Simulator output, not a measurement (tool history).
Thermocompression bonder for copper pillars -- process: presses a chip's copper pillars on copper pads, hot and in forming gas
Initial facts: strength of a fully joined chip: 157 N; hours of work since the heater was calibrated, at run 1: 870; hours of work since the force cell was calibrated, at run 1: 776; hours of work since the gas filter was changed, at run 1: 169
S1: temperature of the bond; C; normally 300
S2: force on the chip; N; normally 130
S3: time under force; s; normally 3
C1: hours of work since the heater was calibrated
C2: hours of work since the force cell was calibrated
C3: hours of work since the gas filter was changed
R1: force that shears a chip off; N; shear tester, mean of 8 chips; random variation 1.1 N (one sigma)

run     day   S1   S2  S3    C1   C2   C3     R1
  1       0  300  130   3   870  776  169   94.9
  2   1.138  300  130   3   889  795  188     93
      1.417  -- forming gas filter changed
  3   2.158  300  130   3   905  812   12  102.4
  4     3.1  300  130   3   921  827   28  102.1
  5   3.938  300  130   3   935  841   42  101.8
      4.717  -- force cell calibrated
  6    5.45  300  130   3   959   12   66  101.6
  7   6.108  300  130   3   970   23   77  102.3
  8   7.096  300  130   3   986   39   93  102.8
  9   8.492  300  130   2  1009   63  116   89.5
 10   9.533  300  130   2  1026   80  133   87.1
 11  10.979  300  130   2  1050  104  157   86.9
 12  12.488  300  130   2  1075  129  182   84.7
     13.183  -- forming gas filter changed
 13  14.046  300  130   2  1101  154   14   94.6
 14  15.546  300  130   3  1126  179   39  104.4
 15  16.775  300  130   3  1146  199   59    104
 16  17.875  300  127   3  1164  218   78  102.1
 17  18.725  300  127   3  1178  232   92     99
 18  19.729  300  130   3  1195  248  108   99.7
 19  20.662  315  130   3  1210  264  124  107.8
 20  21.804  300  130   3  1229  283  143     97
 21  22.492  320   97   8  1241  294  154  124.4
 22      24  311   92   4  1266  319  179  100.1
     24.829  -- forming gas filter changed
 23  24.854  311   92   4  1280  333    0  110.7
 24  25.567  316   92   4  1291  345   12  112.8
 25  26.208  316  149   2  1302  355   23  109.4
 26  27.129  310  130   4  1317  371   38  117.6
 27  28.542  292  130   4  1341  394   61    106
 28   29.35  292  130   4  1354  407   75  104.2
 29  30.321  310  120   7  1370  423   91  125.9
 30  30.979  300  167   4  1381  434  102  115.6
 31  32.004  300  167   3  1398  451  119  109.6
 32  33.375  300  104   3  1421  474  142   92.2
 33  34.788  300  104   3  1444  497  165   89.5
 34  36.354  279   80   2  1470  523  191   54.2
     36.471  -- forming gas filter changed
 35  37.921  307   80   2  1496  549   24   79.1
 36  39.129  307   80   2  1516  569   44   79.7
 37  40.254  307   80   4  1534  588   63   97.4
 38  41.371  294  159   3  1553  606   81  104.6
 39  42.346  294  159   3  1569  622   97  103.7

Here are 5 independent what-if runs from the current tool condition. What would each one return?
  A  43.896  290  159   3  1595  648  123   ?
  B  43.896  309  142   3  1595  648  123   ?
  C  43.896  300  107   3  1595  648  123   ?
  D  43.896  302  106   2  1595  648  123   ?
  E  43.896  308  130   3  1595  648  123   ?

run     R1
  A  101.5
  B  106.4
  C   90.8
  D   81.8
  E  104.1
With the hidden condition removed and each run's random variation left untouched, the same runs would have given:
run     R1
  A  104.7
  B  110.5
  C   93.6
  D     84
  E    108

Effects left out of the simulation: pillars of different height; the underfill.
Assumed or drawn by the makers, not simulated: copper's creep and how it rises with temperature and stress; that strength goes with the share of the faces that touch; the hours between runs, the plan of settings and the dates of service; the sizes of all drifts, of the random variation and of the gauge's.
